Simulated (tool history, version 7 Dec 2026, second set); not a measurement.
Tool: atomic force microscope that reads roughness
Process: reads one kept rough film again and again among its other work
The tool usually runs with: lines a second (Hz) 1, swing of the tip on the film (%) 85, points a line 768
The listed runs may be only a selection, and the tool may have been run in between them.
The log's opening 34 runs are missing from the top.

run   hour  lines a second (Hz)  swing of the tip on the film (%)  points a line  pictures with this tip  hours of work since the height scale was calibrated  roughness of the kept film (nm (root mean square))
 35    584                    1                                85            274                     220                                                   94                                               2.137
 36  598.9                 2.93                                77            311                     234                                                  101                                                1.96
 37  620.3                 1.84                                71            311                     255                                                  111                                               2.127
 38  630.2                 1.84                                71            311                     264                                                  116                                               2.119
 39  645.4                 1.84                                71            311                     278                                                  123                                               2.117
 40  659.1                 0.78                                59            329                     292                                                  130                                               2.254
 41  676.6                    1                                70            302                     308                                                  138                                                2.18
 42  688.8                 0.52                                85            484                     320                                                  144                                               2.165
     710.5  -- new tip fitted
 43  713.4                 0.52                                85            484                       3                                                  155                                               2.539
 44  732.5                 0.52                                85            484                      21                                                  164                                               2.534
 45  750.4                    1                                87            768                      38                                                  173                                                2.38
 46  763.3                 1.56                                72            978                      51                                                  179                                               2.417

Below are 3 alternative next runs, each starting from the tool's condition after run 46. Predict each:
  A   784                 0.98                                85            756                      71                                                  189                                                   ?
  B   784                 1.04                                85            819                      71                                                  189                                                   ?
  C   784                 0.56                                72            596                      71                                                  189                                                   ?

run  roughness of the kept film (nm (root mean square))
  A                                               2.366
  B                                               2.347
  C                                                2.51
With the hidden condition removed and each run's random variation left untouched, the same runs would have given:
run  roughness of the kept film (nm (root mean square))
  A                                               2.465
  B                                               2.445
  C                                               2.614

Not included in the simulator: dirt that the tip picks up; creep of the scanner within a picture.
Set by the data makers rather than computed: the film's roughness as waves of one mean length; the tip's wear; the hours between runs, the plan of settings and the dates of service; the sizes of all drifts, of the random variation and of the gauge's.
